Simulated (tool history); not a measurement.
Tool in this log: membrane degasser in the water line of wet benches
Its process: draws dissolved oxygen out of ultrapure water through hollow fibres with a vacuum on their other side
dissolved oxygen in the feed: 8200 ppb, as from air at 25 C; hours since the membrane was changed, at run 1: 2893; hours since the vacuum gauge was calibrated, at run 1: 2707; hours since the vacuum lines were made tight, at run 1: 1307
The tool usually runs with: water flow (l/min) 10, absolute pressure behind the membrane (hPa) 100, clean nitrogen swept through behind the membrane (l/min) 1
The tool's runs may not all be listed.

| run | hour | water flow (l/min) | absolute pressure behind the membrane (hPa) | clean nitrogen swept through behind the membrane (l/min) | hours since the membrane was changed | hours since the vacuum gauge was calibrated | hours since the vacuum lines were made tight | dissolved oxygen in the water behind the degasser (ppb) | pressure that the water loses in the fibres (hPa) |
|---|---|---|---|---|---|---|---|---|---|
| 1 | 0 | 10 | 100 | 1 | 2893 | 2707 | 1307 | 169.8 | 305.5 |
| 2 | 126.9 | 10 | 100 | 1 | 3020 | 2834 | 1434 | 170 | 303.4 |
| 3 | 250.5 | 10 | 100 | 1 | 3143 | 2958 | 1557 | 171.7 | 306 |
| 4 | 365.2 | 10 | 100 | 1 | 3258 | 3072 | 1672 | 172.2 | 309.4 |
|  | 439.7 | vacuum gauge calibrated |
| 5 | 473.8 | 7 | 100 | 1 | 3366 | 34 | 1780 | 118.6 | 215.3 |
| 6 | 599.3 | 7 | 100 | 1 | 3492 | 160 | 1906 | 119.2 | 215.7 |
| 7 | 678.4 | 10 | 100 | 1 | 3571 | 239 | 1985 | 168.9 | 306.9 |
| 8 | 749.7 | 10 | 100 | 1 | 3642 | 310 | 2056 | 171.5 | 309.4 |
| 9 | 872.9 | 10 | 100 | 1 | 3765 | 433 | 2179 | 169.6 | 308 |
| 10 | 997.8 | 10 | 100 | 1 | 3890 | 558 | 2304 | 170.3 | 310.7 |
| 11 | 1051.5 | 10 | 100 | 1 | 3944 | 612 | 2358 | 169.4 | 308.1 |
| 12 | 1181.6 | 10 | 100 | 1 | 4074 | 742 | 2488 | 171.1 | 312.2 |
| 13 | 1238.4 | 10 | 100 | 1 | 4131 | 799 | 2545 | 173.2 | 310.9 |
| 14 | 1321.8 | 10 | 100 | 1 | 4214 | 882 | 2628 | 172.4 | 309.3 |
| 15 | 1451.9 | 10 | 100 | 1 | 4344 | 1012 | 2758 | 172.1 | 310.6 |
| 16 | 1553 | 6 | 168 | 0.85 | 4445 | 1113 | 2859 | 233.2 | 190.6 |
|  | 1631.5 | gauge calibrated |
| 17 | 1631.5 | 6 | 168 | 0.85 | 4524 | 1192 | 2938 | 229.6 | 182.8 |
| 18 | 1722 | 13 | 100 | 2.42 | 4614 | 1282 | 3028 | 112.3 | 395.2 |
| 19 | 1835.4 | 13 | 100 | 2.42 | 4728 | 1396 | 3142 | 112.4 | 398.8 |
| 20 | 1927.8 | 6 | 100 | 1.48 | 4820 | 1488 | 3234 | 68.9 | 183 |
| 21 | 2060.3 | 6 | 172 | 1.37 | 4953 | 1621 | 3367 | 151.3 | 181.7 |
| 22 | 2132.5 | 6 | 172 | 1.37 | 5025 | 1693 | 3439 | 149.1 | 183.7 |
| 23 | 2233.6 | 6 | 172 | 1.37 | 5126 | 1794 | 3540 | 150.2 | 183.8 |
| 24 | 2356.8 | 6 | 172 | 1.37 | 5249 | 1917 | 3663 | 151 | 185 |
| 25 | 2479.3 | 15 | 69 | 1.37 | 5372 | 2040 | 3786 | 128.2 | 462.5 |
| 26 | 2610.3 | 10 | 139 | 0.79 | 5503 | 2171 | 3917 | 314.7 | 309.8 |
| 27 | 2669.3 | 8 | 144 | 0.79 | 5562 | 2230 | 3976 | 266.2 | 247.2 |
| 28 | 2790.8 | 8 | 144 | 0.79 | 5683 | 2351 | 4097 | 270.6 | 249.2 |
| 29 | 2865.7 | 8 | 144 | 0.79 | 5758 | 2426 | 4172 | 266.7 | 249.5 |

Branching from run 29: 5 alternative next runs. What would each branch give?
| A | 2958 | 9 | 144 | 1.61 | 5850 | 2518 | 4264 | ? | ? |
| B | 2958 | 8 | 87 | 1 | 5850 | 2518 | 4264 | ? | ? |
| C | 2958 | 15 | 144 | 1.37 | 5850 | 2518 | 4264 | ? | ? |
| D | 2958 | 8 | 113 | 0.89 | 5850 | 2518 | 4264 | ? | ? |
| E | 2958 | 6 | 100 | 1 | 5850 | 2518 | 4264 | ? | ? |

| run | dissolved oxygen in the water behind the degasser (ppb) | pressure that the water loses in the fibres (hPa) |
|---|---|---|
| A | 159.7 | 282.4 |
| B | 112.4 | 248.6 |
| C | 314.1 | 467.3 |
| D | 177.4 | 247 |
| E | 101.2 | 186.6 |
Without the tool's unlogged condition, the same runs would have read:
| run | dissolved oxygen in the water behind the degasser (ppb) | pressure that the water loses in the fibres (hPa) |
|---|---|---|
| A | 159.6 | 275.8 |
| B | 112.3 | 242.7 |
| C | 313.9 | 456.3 |
| D | 177.2 | 241.2 |
| E | 101.1 | 182.2 |

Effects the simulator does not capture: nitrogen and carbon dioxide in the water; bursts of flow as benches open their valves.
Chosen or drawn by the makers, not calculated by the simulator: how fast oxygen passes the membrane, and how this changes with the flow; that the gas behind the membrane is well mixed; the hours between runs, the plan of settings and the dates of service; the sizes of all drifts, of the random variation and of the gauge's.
